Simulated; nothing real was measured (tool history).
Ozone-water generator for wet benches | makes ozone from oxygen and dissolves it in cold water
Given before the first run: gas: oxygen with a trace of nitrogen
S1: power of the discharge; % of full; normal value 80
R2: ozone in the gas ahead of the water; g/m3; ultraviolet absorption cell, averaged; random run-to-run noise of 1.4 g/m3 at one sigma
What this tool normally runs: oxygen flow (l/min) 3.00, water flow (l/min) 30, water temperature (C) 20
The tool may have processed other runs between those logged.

{"run": 1, "hour": 0.0, "S1": 80, "oxygen flow (l/min)": 3.0, "water flow (l/min)": 30, "water temperature (C)": 20, "dissolved ozone (ppm)": 12.4, "R2": 253.8}
{"run": 2, "hour": 24.4, "S1": 80, "oxygen flow (l/min)": 3.0, "water flow (l/min)": 30, "water temperature (C)": 20, "dissolved ozone (ppm)": 12.4, "R2": 252.8}
{"run": 3, "hour": 56.1, "S1": 80, "oxygen flow (l/min)": 3.0, "water flow (l/min)": 30, "water temperature (C)": 20, "dissolved ozone (ppm)": 12.4, "R2": 251.2}
{"run": 4, "hour": 85.4, "S1": 80, "oxygen flow (l/min)": 3.0, "water flow (l/min)": 30, "water temperature (C)": 20, "dissolved ozone (ppm)": 12.2, "R2": 251.5}
{"run": 5, "hour": 133.6, "S1": 80, "oxygen flow (l/min)": 3.0, "water flow (l/min)": 30, "water temperature (C)": 20, "dissolved ozone (ppm)": 12.4, "R2": 255.6}
{"run": 6, "hour": 175.9, "S1": 80, "oxygen flow (l/min)": 3.0, "water flow (l/min)": 30, "water temperature (C)": 20, "dissolved ozone (ppm)": 12.5, "R2": 254.8}
{"run": 7, "hour": 210.3, "S1": 80, "oxygen flow (l/min)": 3.0, "water flow (l/min)": 28, "water temperature (C)": 20, "dissolved ozone (ppm)": 13.4, "R2": 251.7}
{"run": 8, "hour": 234.1, "S1": 80, "oxygen flow (l/min)": 3.0, "water flow (l/min)": 28, "water temperature (C)": 20, "dissolved ozone (ppm)": 13.2, "R2": 251.3}
{"run": 9, "hour": 282.7, "S1": 80, "oxygen flow (l/min)": 3.0, "water flow (l/min)": 28, "water temperature (C)": 20, "dissolved ozone (ppm)": 13.2, "R2": 250.3}
{"hour": 302.7, "done": "contactor cleaned"}
{"run": 10, "hour": 336.1, "S1": 80, "oxygen flow (l/min)": 3.0, "water flow (l/min)": 28, "water temperature (C)": 20, "dissolved ozone (ppm)": 13.3, "R2": 254.3}
{"run": 11, "hour": 371.4, "S1": 80, "oxygen flow (l/min)": 3.0, "water flow (l/min)": 28, "water temperature (C)": 20, "dissolved ozone (ppm)": 13.6, "R2": 256.3}
{"run": 12, "hour": 411.8, "S1": 80, "oxygen flow (l/min)": 3.0, "water flow (l/min)": 28, "water temperature (C)": 20, "dissolved ozone (ppm)": 13.2, "R2": 254.0}
{"run": 13, "hour": 460.2, "S1": 80, "oxygen flow (l/min)": 3.0, "water flow (l/min)": 28, "water temperature (C)": 20, "dissolved ozone (ppm)": 13.1, "R2": 256.8}
{"run": 14, "hour": 500.4, "S1": 45, "oxygen flow (l/min)": 3.0, "water flow (l/min)": 30, "water temperature (C)": 20, "dissolved ozone (ppm)": 7.8, "R2": 155.6}
{"run": 15, "hour": 553.7, "S1": 45, "oxygen flow (l/min)": 3.0, "water flow (l/min)": 30, "water temperature (C)": 21, "dissolved ozone (ppm)": 7.5, "R2": 158.6}
{"run": 16, "hour": 592.4, "S1": 80, "oxygen flow (l/min)": 2.6, "water flow (l/min)": 30, "water temperature (C)": 20, "dissolved ozone (ppm)": 11.5, "R2": 266.2}
{"run": 17, "hour": 635.7, "S1": 80, "oxygen flow (l/min)": 2.6, "water flow (l/min)": 30, "water temperature (C)": 20, "dissolved ozone (ppm)": 11.6, "R2": 266.0}
{"run": 18, "hour": 670.9, "S1": 98, "oxygen flow (l/min)": 3.17, "water flow (l/min)": 28, "water temperature (C)": 24, "dissolved ozone (ppm)": 15.5, "R2": 298.2}
{"run": 19, "hour": 702.7, "S1": 54, "oxygen flow (l/min)": 2.83, "water flow (l/min)": 35, "water temperature (C)": 24, "dissolved ozone (ppm)": 7.3, "R2": 187.4}
{"run": 20, "hour": 752.2, "S1": 80, "oxygen flow (l/min)": 3.0, "water flow (l/min)": 21, "water temperature (C)": 13, "dissolved ozone (ppm)": 18.9, "R2": 256.7}
{"run": 21, "hour": 791.2, "S1": 80, "oxygen flow (l/min)": 3.0, "water flow (l/min)": 21, "water temperature (C)": 13, "dissolved ozone (ppm)": 18.7, "R2": 254.2}
{"run": 22, "hour": 823.9, "S1": 80, "oxygen flow (l/min)": 3.0, "water flow (l/min)": 21, "water temperature (C)": 13, "dissolved ozone (ppm)": 18.7, "R2": 258.7}
{"run": 23, "hour": 849.1, "S1": 80, "oxygen flow (l/min)": 3.0, "water flow (l/min)": 43, "water temperature (C)": 13, "dissolved ozone (ppm)": 8.6, "R2": 258.1}
{"run": 24, "hour": 888.8, "S1": 83, "oxygen flow (l/min)": 3.07, "water flow (l/min)": 19, "water temperature (C)": 15, "dissolved ozone (ppm)": 20.9, "R2": 264.2}
{"run": 25, "hour": 938.7, "S1": 83, "oxygen flow (l/min)": 5.17, "water flow (l/min)": 26, "water temperature (C)": 15, "dissolved ozone (ppm)": 18.9, "R2": 223.8}
{"run": 26, "hour": 982.5, "S1": 80, "oxygen flow (l/min)": 3.11, "water flow (l/min)": 30, "water temperature (C)": 26, "dissolved ozone (ppm)": 11.8, "R2": 256.6}
{"run": 27, "hour": 1029.4, "S1": 80, "oxygen flow (l/min)": 3.0, "water flow (l/min)": 30, "water temperature (C)": 18, "dissolved ozone (ppm)": 12.4, "R2": 255.5}
{"run": 28, "hour": 1078.9, "S1": 55, "oxygen flow (l/min)": 3.0, "water flow (l/min)": 30, "water temperature (C)": 13, "dissolved ozone (ppm)": 9.7, "R2": 187.5}
{"run": 29, "hour": 1108.0, "S1": 57, "oxygen flow (l/min)": 3.97, "water flow (l/min)": 23, "water temperature (C)": 20, "dissolved ozone (ppm)": 13.3, "R2": 176.4}
{"run": 30, "hour": 1138.2, "S1": 54, "oxygen flow (l/min)": 1.79, "water flow (l/min)": 30, "water temperature (C)": 16, "dissolved ozone (ppm)": 7.1, "R2": 218.3}
{"run": 31, "hour": 1185.7, "S1": 44, "oxygen flow (l/min)": 3.0, "water flow (l/min)": 30, "water temperature (C)": 20, "dissolved ozone (ppm)": 7.6, "R2": 155.8}
{"run": 32, "hour": 1232.8, "S1": 85, "oxygen flow (l/min)": 4.72, "water flow (l/min)": 30, "water temperature (C)": 20, "dissolved ozone (ppm)": 15.6, "R2": 235.2}
{"run": 33, "hour": 1264.8, "S1": 44, "oxygen flow (l/min)": 4.72, "water flow (l/min)": 30, "water temperature (C)": 12, "dissolved ozone (ppm)": 9.6, "R2": 134.7}

Below, some changes in R2 between adjacent runs. For each, the amount present without the hidden state too (settings, incoming material, random variation) and the amount remaining for the hidden state with gauge scatter not shared by both compared results:
Hidden state present: yield of the discharge, % of new electrodes'; contactor's efficiency, % of a clean one's; true water temperature over the reading, C; drift of the gauge itself on ozone_ppm, %; drift of the gauge itself on gas_g_m3, %.
Run 13 -> 14: S1 80 -> 45, water flow (l/min) 28 -> 30. R2 -101.2 g/m3: hidden state -0.6, all else -100.6.
Run 15 -> 16: S1 45 -> 80, oxygen flow (l/min) 3.00 -> 2.60, water temperature (C) 21 -> 20. R2 +107.6 g/m3: hidden state +1.1, all else +106.5.
Run 18 -> 19: S1 98 -> 54, oxygen flow (l/min) 3.17 -> 2.83, water flow (l/min) 28 -> 35. R2 -110.8 g/m3: hidden state -1.1, all else -109.7.
Run 31 -> 32: S1 44 -> 85, oxygen flow (l/min) 3.00 -> 4.72. R2 +79.4 g/m3: hidden state +1.8, all else +77.6.
Run 32 -> 33: S1 85 -> 44, water temperature (C) 20 -> 12. R2 -100.5 g/m3: hidden state -2.0, all else -98.5.

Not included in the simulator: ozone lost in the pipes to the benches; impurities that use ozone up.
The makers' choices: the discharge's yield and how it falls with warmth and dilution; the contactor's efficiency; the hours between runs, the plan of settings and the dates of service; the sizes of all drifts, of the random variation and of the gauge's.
